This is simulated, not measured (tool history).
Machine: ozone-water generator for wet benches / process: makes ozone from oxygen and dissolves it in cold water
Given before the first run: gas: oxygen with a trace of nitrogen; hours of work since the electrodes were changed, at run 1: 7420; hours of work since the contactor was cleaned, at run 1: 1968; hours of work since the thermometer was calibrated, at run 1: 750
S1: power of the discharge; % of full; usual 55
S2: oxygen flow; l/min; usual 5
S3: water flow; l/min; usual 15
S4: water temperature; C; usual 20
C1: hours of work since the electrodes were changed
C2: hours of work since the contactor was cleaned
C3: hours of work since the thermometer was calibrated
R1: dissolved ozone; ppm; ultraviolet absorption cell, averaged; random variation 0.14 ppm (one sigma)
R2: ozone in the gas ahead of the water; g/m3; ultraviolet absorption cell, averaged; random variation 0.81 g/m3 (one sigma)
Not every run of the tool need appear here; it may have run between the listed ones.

run    hour   S1    S2  S3  S4     C1    C2    C3    R1     R2
  1       0   55     5  15  20   7420  1968   750    16  127.2
  2   159.9   55     5  15  13   7555  2103   885  17.7  127.2
  3   334.2   55     5  15  13   7702  2250  1032  17.6  128.4
  4     495   55     5  15  21   7837  2385  1167  15.6  128.2
  5   667.9   55     5  15  21   7983  2531  1313  15.9  127.4
  6   793.3   55     5  15  20   8088  2636  1418  15.6  126.5
  7   917.5   55  8.08  15  20   8193  2741  1523  15.5  102.7
  8  1047.6   55  8.08  15  20   8302  2850  1633  15.6  102.8
  9  1251.9   55  8.08  14  20   8474  3022  1805  16.3    103
 10  1341.8   55  8.08  14  20   8550  3098  1880    16  101.4
 11  1536.5   55  8.08  14  20   8714  3262  2044  16.2  103.1
 12  1730.2   55  8.08  14  20   8877  3425  2207  16.4    102
 13  1829.8   55  8.08  14  20   8961  3509  2291  16.1  102.8
 14    2048   76  8.08  14  20   9145  3693  2475  19.8  126.9
 15  2207.1   55  7.03  15  20   9279  3827  2609  15.9  108.6
 16  2409.1   55  7.03  15  20   9449  3997  2779  16.1  109.2
 17  2620.9   55  7.03  15  20   9627  4175  2957  15.7  108.9
 18  2713.3   48  7.03  22  20   9705  4253  3035  11.4  101.2
 19  2813.3   61     5  11  20   9789  4337  3119  20.6    137
     2917.5  -- contactor cleaned
 20  3019.9   58   7.1  10  14   9960    86  3290  22.8  112.3
 21  3109.7   68   7.1  13  14  10035   162  3366  21.9  124.5
 22  3284.5   68  8.39  13  14  10183   309  3513  21.8  116.8
 23  3415.9   72  8.39  13  23  10293   420  3623  18.5  121.4
 24  3565.2   72  8.39  13  23  10419   545  3749  18.7  120.1
 25  3683.3  100  4.15  15  15  10518   645  3849  24.7  203.3
 26  3784.9   42     5  13  20  10604   730  3934  14.5  106.6
 27  3948.8   70  7.46  12  20  10742   868  4072  20.2  122.2
 28  4121.6   70  7.46  13  20  10887  1014  4218  19.7    124
 29  4313.4   99     5  10  13  11049  1175  4379  33.2  186.4
 30  4437.9   49  3.62  18  20  11154  1280  4484  12.8  136.1
 31  4543.9   55  4.32  15  25  11243  1369  4573  14.6  136.1
     4608.8  -- water thermometer calibrated
 32  4683.6   55     5  15  18  11360  1487    63  16.3    128

How the hidden state differs across the entries between the runs, from the last listed run before each to the first after it:
From run 19 to run 20: contactor cleaned (hour 2917.5)
  contactor's efficiency, % of a clean one's: 99.9 -> 100
From run 31 to run 32: water thermometer calibrated (hour 4608.8)
  nothing in the hidden state changes from one run to the other
